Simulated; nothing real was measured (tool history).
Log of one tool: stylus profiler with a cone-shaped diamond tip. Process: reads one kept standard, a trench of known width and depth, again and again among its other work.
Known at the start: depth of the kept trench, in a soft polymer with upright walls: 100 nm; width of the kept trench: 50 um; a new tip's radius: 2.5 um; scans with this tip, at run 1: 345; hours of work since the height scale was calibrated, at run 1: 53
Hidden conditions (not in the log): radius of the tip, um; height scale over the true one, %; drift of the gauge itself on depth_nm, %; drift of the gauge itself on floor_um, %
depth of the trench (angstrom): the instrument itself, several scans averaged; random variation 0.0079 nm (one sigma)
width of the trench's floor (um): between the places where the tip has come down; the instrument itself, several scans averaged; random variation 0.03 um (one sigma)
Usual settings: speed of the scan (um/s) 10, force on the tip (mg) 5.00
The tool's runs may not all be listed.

run    hour  speed of the scan (um/s)  force on the tip (mg)  scans with this tip  hours of work since the height scale was calibrated  depth of the trench (angstrom)  width of the trench's floor (um)
  1     0.0                        10                   5.00                  345                                                   53                         1026.14                             48.54
  2    55.8                        10                   5.00                  553                                                   85                         1026.31                             48.55
  3   108.1                        10                   5.00                  748                                                  115                         1026.41                             48.61
  4   158.3                        10                   4.92                  935                                                  144                         1025.98                             48.58
  5   187.1                        10                   1.78                 1042                                                  161                         1013.56                             48.59
  6   223.8                        10                   1.78                 1178                                                  182                         1013.50                             48.58
  7   263.4                        10                   1.78                 1326                                                  204                         1013.63                             48.57
  8   313.4                        13                   1.78                 1512                                                  233                         1013.65                             48.54
  9   369.0                        10                   2.21                 1719                                                  265                         1015.82                             48.53
 10   403.4                        10                   5.00                 1847                                                  285                         1026.46                             48.58
 11   448.5                        10                   7.04                 2015                                                  310                         1033.27                             48.61
 12   494.5                        10                   7.04                 2186                                                  337                         1033.32                             48.53
 13   527.9                        10                   7.04                 2311                                                  356                         1033.31                             48.56
 14   570.2                         9                   7.70                 2468                                                  380                         1035.18                             48.57
 15   601.6                        10                   3.05                 2585                                                  398                         1019.46                             48.48
 16   658.7                        10                   3.05                 2797                                                  431                         1019.48                             48.54
 17   694.9                        10                   3.05                 2932                                                  452                         1019.59                             48.52
 18   752.8                         4                   3.05                 3148                                                  485                         1019.56                             48.56
 19   782.2                         3                   4.09                 3257                                                  502                         1023.77                             48.62
 20   834.9                        19                  10.48                 3453                                                  532                         1043.27                             48.53
 21   873.6                        19                  10.48                 3597                                                  554                         1043.44                             48.50
 22   933.1                         3                   2.02                 3819                                                  588                         1015.27                             48.52
 23   989.7                         5                  11.09                 4029                                                  621                         1045.19                             48.47
 24  1037.4                         3                   5.00                 4207                                                  648                         1027.09                             48.51
 25  1069.1                        23                   8.64                 4325                                                  666                         1038.32                             48.49

4 ways to go on from here, each from the tool as it stands after run 25. What would each give?
  A  1095.7                         2                   3.43                 4424                                                  682                               ?                                 ?
  B  1095.7                        13                   5.00                 4424                                                  682                               ?                                 ?
  C  1095.7                        16                  14.14                 4424                                                  682                               ?                                 ?
  D  1095.7                        10                  10.44                 4424                                                  682                               ?                                 ?

run  depth of the trench (angstrom)  width of the trench's floor (um)
  A                         1021.36                             48.52
  B                         1027.16                             48.48
  C                         1053.01                             48.54
  D                         1043.53                             48.56
With no hidden state in the tool, these same runs would have given:
run  depth of the trench (angstrom)  width of the trench's floor (um)
  A                         1019.91                             48.60
  B                         1025.71                             48.57
  C                         1051.53                             48.63
  D                         1042.06                             48.65
